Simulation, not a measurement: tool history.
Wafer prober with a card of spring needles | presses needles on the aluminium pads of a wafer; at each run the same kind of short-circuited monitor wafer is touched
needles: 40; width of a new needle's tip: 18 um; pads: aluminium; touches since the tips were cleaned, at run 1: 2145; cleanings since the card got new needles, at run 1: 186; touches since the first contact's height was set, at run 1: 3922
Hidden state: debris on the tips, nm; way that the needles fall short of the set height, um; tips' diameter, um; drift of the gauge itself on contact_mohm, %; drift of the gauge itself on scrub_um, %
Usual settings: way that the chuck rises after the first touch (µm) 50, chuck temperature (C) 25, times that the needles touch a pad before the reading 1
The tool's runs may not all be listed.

| run | hour | way that the chuck rises after the first touch (µm) | chuck temperature (C) | times that the needles touch a pad before the reading | touches since the tips were cleaned | cleanings since the card got new needles | touches since the first contact's height was set | resistance of one needle with its contact and lead (mohm) | way that a needle slides on the pad (µm) |
|---|---|---|---|---|---|---|---|---|---|
| 1 | 0 | 50 | 25 | 1 | 2145 | 186 | 3922 | 547 | 6.46 |
|  | 2.7 | tips cleaned on abrasive film |
|  | 13.1 | tips cleaned on abrasive film |
|  | 26 | tips cleaned on abrasive film |
|  | 39 | tips cleaned on abrasive film |
|  | 52 | tips cleaned on abrasive film |
|  | 64.9 | tips cleaned on abrasive film |
|  | 77.9 | tips cleaned on abrasive film |
|  | 90.9 | tips cleaned on abrasive film |
| 2 | 94.4 | 50 | 25 | 1 | 806 | 194 | 25458 | 442 | 6.42 |
|  | 102.2 | tips cleaned on abrasive film |
|  | 115.1 | tips cleaned on abrasive film |
|  | 128.1 | tips cleaned on abrasive film |
|  | 141.1 | tips cleaned on abrasive film |
|  | 151.5 | tips cleaned on abrasive film |
| 3 | 154.7 | 44 | 25 | 1 | 738 | 199 | 39225 | 477 | 5.61 |
|  | 162.5 | tips cleaned on abrasive film |
|  | 175.5 | tips cleaned on abrasive film |
|  | 188.4 | tips cleaned on abrasive film |
|  | 201.4 | tips cleaned on abrasive film |
|  | 214.4 | tips cleaned on abrasive film |
| 4 | 216.6 | 51 | 25 | 1 | 522 | 204 | 53370 | 382 | 6.39 |
|  | 227 | tips cleaned on abrasive film |
|  | 240 | tips cleaned on abrasive film |
|  | 253 | tips cleaned on abrasive film |
|  | 265.9 | tips cleaned on abrasive film |
| 5 | 269.4 | 51 | 25 | 1 | 793 | 208 | 65417 | 412 | 6.33 |
|  | 277.2 | tips cleaned on abrasive film |
|  | 290.2 | tips cleaned on abrasive film |
|  | 303.1 | tips cleaned on abrasive film |
|  | 313.5 | tips cleaned on abrasive film |
| 6 | 322.6 | 51 | 25 | 1 | 2087 | 212 | 77571 | 539 | 6.31 |
|  | 325.2 | tips cleaned on abrasive film |
|  | 338.2 | tips cleaned on abrasive film |
|  | 351.2 | tips cleaned on abrasive film |
|  | 364.1 | tips cleaned on abrasive film |
|  | 377.1 | tips cleaned on abrasive film |
|  | 390.1 | tips cleaned on abrasive film |
|  | 403 | tips cleaned on abrasive film |
|  | 413.4 | tips cleaned on abrasive film |
| 7 | 417.5 | 50 | 25 | 1 | 943 | 220 | 99243 | 483 | 6.07 |
|  | 425.4 | tips cleaned on abrasive film |
|  | 438.3 | tips cleaned on abrasive film |
|  | 451.3 | tips cleaned on abrasive film |
| 8 | 459 | 50 | 106 | 1 | 1769 | 223 | 108711 | 584 | 6.09 |
|  | 464.2 | tips cleaned on abrasive film |
|  | 477.2 | tips cleaned on abrasive film |
|  | 490.1 | tips cleaned on abrasive film |
|  | 503.1 | tips cleaned on abrasive film |
| 9 | 510.9 | 50 | 106 | 1 | 1801 | 227 | 120581 | 569 | 5.96 |
|  | 513.6 | tips cleaned on abrasive film |
|  | 524 | tips cleaned on abrasive film |
|  | 536.9 | tips cleaned on abrasive film |
|  | 549.9 | tips cleaned on abrasive film |
|  | 557.9 | height of the first contact set anew |
|  | 560.6 | tips cleaned on abrasive film |
|  | 573.6 | tips cleaned on abrasive film |
| 10 | 582.9 | 50 | 25 | 1 | 2139 | 233 | 5693 | 551 | 6.5 |
|  | 585.5 | tips cleaned on abrasive film |
|  | 595.9 | tips cleaned on abrasive film |
|  | 608.9 | tips cleaned on abrasive film |
|  | 621.9 | tips cleaned on abrasive film |
| 11 | 629.4 | 50 | 25 | 1 | 1732 | 237 | 16309 | 563 | 6.54 |
|  | 634.6 | tips cleaned on abrasive film |
|  | 647.6 | tips cleaned on abrasive film |
|  | 660.6 | tips cleaned on abrasive film |
|  | 670.9 | tips cleaned on abrasive film |
|  | 683.9 | tips cleaned on abrasive film |
| 12 | 692.1 | 50 | 25 | 1 | 1876 | 242 | 30623 | 583 | 6.41 |
|  | 694.7 | tips cleaned on abrasive film |
|  | 707.7 | tips cleaned on abrasive film |
|  | 718.1 | tips cleaned on abrasive film |
|  | 728.5 | tips cleaned on abrasive film |
|  | 741.4 | tips cleaned on abrasive film |
| 13 | 741.4 | 50 | 25 | 1 | 0 | 247 | 41869 | 286 | 6.34 |
|  | 754.4 | tips cleaned on abrasive film |
|  | 767.4 | tips cleaned on abrasive film |
|  | 780.3 | tips cleaned on abrasive film |
| 14 | 786.6 | 50 | 25 | 1 | 1436 | 250 | 52190 | 549 | 6.29 |
|  | 791.8 | tips cleaned on abrasive film |
|  | 804.8 | tips cleaned on abrasive film |
|  | 817.7 | tips cleaned on abrasive film |
|  | 830.7 | tips cleaned on abrasive film |
|  | 841.5 | tips cleaned on abrasive film |
| 15 | 841.5 | 50 | 25 | 1 | 0 | 255 | 64730 | 286 | 6.3 |
|  | 851.9 | tips cleaned on abrasive film |
|  | 864.9 | tips cleaned on abrasive film |
|  | 875.3 | tips cleaned on abrasive film |
|  | 888.3 | tips cleaned on abrasive film |
|  | 901.2 | tips cleaned on abrasive film |
|  | 914.2 | tips cleaned on abrasive film |
|  | 927.2 | tips cleaned on abrasive film |
| 16 | 934.6 | 34 | 25 | 3 | 1710 | 262 | 85987 | 541 | 4.13 |
|  | 939.8 | tips cleaned on abrasive film |
|  | 952.8 | tips cleaned on abrasive film |
|  | 965.8 | tips cleaned on abrasive film |
|  | 976.2 | tips cleaned on abrasive film |
|  | 989.1 | tips cleaned on abrasive film |
|  | 1002.1 | tips cleaned on abrasive film |
|  | 1012.5 | tips cleaned on abrasive film |
|  | 1025.5 | tips cleaned on abrasive film |
| 17 | 1030.3 | 34 | 25 | 3 | 1107 | 270 | 107822 | 526 | 3.99 |
|  | 1038.1 | tips cleaned on abrasive film |
|  | 1051.1 | tips cleaned on abrasive film |
|  | 1064 | tips cleaned on abrasive film |
| 18 | 1072.2 | 31 | 52 | 3 | 1890 | 273 | 117412 | 642 | 3.63 |
|  | 1074.9 | tips cleaned on abrasive film |
|  | 1085.3 | tips cleaned on abrasive film |
|  | 1098.3 | tips cleaned on abrasive film |
|  | 1111.2 | tips cleaned on abrasive film |
|  | 1121.6 | tips cleaned on abrasive film |
|  | 1132.2 | height of the first contact set anew |
|  | 1134.9 | tips cleaned on abrasive film |
|  | 1147.8 | tips cleaned on abrasive film |
|  | 1160.8 | tips cleaned on abrasive film |
| 19 | 1162.2 | 62 | 68 | 2 | 310 | 281 | 6825 | 306 | 8.03 |
|  | 1172.5 | tips cleaned on abrasive film |
|  | 1185.5 | tips cleaned on abrasive film |
|  | 1198.5 | tips cleaned on abrasive film |
|  | 1211.4 | tips cleaned on abrasive film |
|  | 1221.8 | tips cleaned on abrasive film |
|  | 1234.8 | tips cleaned on abrasive film |
| 20 | 1240.8 | 59 | 88 | 1 | 1384 | 287 | 24793 | 456 | 7.51 |
|  | 1246.1 | tips cleaned on abrasive film |
|  | 1256.5 | tips cleaned on abrasive film |
|  | 1269.4 | tips cleaned on abrasive film |
|  | 1282.4 | tips cleaned on abrasive film |
|  | 1292.8 | tips cleaned on abrasive film |
|  | 1305.8 | tips cleaned on abrasive film |
|  | 1318.7 | tips cleaned on abrasive film |
|  | 1331.7 | tips cleaned on abrasive film |
| 21 | 1332.8 | 69 | 25 | 1 | 246 | 295 | 45770 | 308 | 8.87 |
|  | 1343.2 | tips cleaned on abrasive film |
|  | 1353.6 | tips cleaned on abrasive film |
|  | 1366.5 | tips cleaned on abrasive film |
|  | 1378.1 | tips cleaned on abrasive film |
| 22 | 1378.1 | 39 | 25 | 2 | 0 | 299 | 56103 | 292 | 4.85 |
|  | 1388.4 | tips cleaned on abrasive film |
|  | 1401.4 | tips cleaned on abrasive film |
|  | 1411.8 | tips cleaned on abrasive film |
|  | 1424.8 | tips cleaned on abrasive film |
|  | 1435.2 | tips cleaned on abrasive film |
|  | 1448.1 | tips cleaned on abrasive film |
| 23 | 1455.3 | 44 | 53 | 2 | 1642 | 305 | 73737 | 515 | 5.43 |

Forecast each of these 3 alternatives for the next run:
|  | 1460.5 | tips cleaned on abrasive film |
|  | 1470.9 | tips cleaned on abrasive film |
|  | 1483.9 | tips cleaned on abrasive film |
|  | 1496.8 | tips cleaned on abrasive film |
|  | 1509.8 | tips cleaned on abrasive film |
|  | 1522.8 | tips cleaned on abrasive film |
|  | 1535.7 | tips cleaned on abrasive film |
|  | 1548.7 | tips cleaned on abrasive film |
| A | 1548.9 | 60 | 96 | 1 | 50 | 313 | 95109 | ? | ? |
|  | 1460.5 | tips cleaned on abrasive film |
|  | 1470.9 | tips cleaned on abrasive film |
|  | 1483.9 | tips cleaned on abrasive film |
|  | 1496.8 | tips cleaned on abrasive film |
|  | 1509.8 | tips cleaned on abrasive film |
|  | 1522.8 | tips cleaned on abrasive film |
|  | 1535.7 | tips cleaned on abrasive film |
|  | 1548.7 | tips cleaned on abrasive film |
| B | 1548.9 | 44 | 53 | 2 | 50 | 313 | 95109 | ? | ? |
|  | 1460.5 | tips cleaned on abrasive film |
|  | 1470.9 | tips cleaned on abrasive film |
|  | 1483.9 | tips cleaned on abrasive film |
|  | 1496.8 | tips cleaned on abrasive film |
|  | 1509.8 | tips cleaned on abrasive film |
|  | 1522.8 | tips cleaned on abrasive film |
|  | 1535.7 | tips cleaned on abrasive film |
|  | 1548.7 | tips cleaned on abrasive film |
| C | 1548.9 | 31 | 25 | 2 | 50 | 313 | 95109 | ? | ? |

| run | resistance of one needle with its contact and lead (mohm) | way that a needle slides on the pad (µm) |
|---|---|---|
| A | 299 | 7.41 |
| B | 306 | 5.34 |
| C | 352 | 3.59 |
Without the tool's hidden state the same runs would have given:
| run | resistance of one needle with its contact and lead (mohm) | way that a needle slides on the pad (µm) |
|---|---|---|
| A | 262 | 7.81 |
| B | 259 | 5.74 |
| C | 260 | 3.99 |
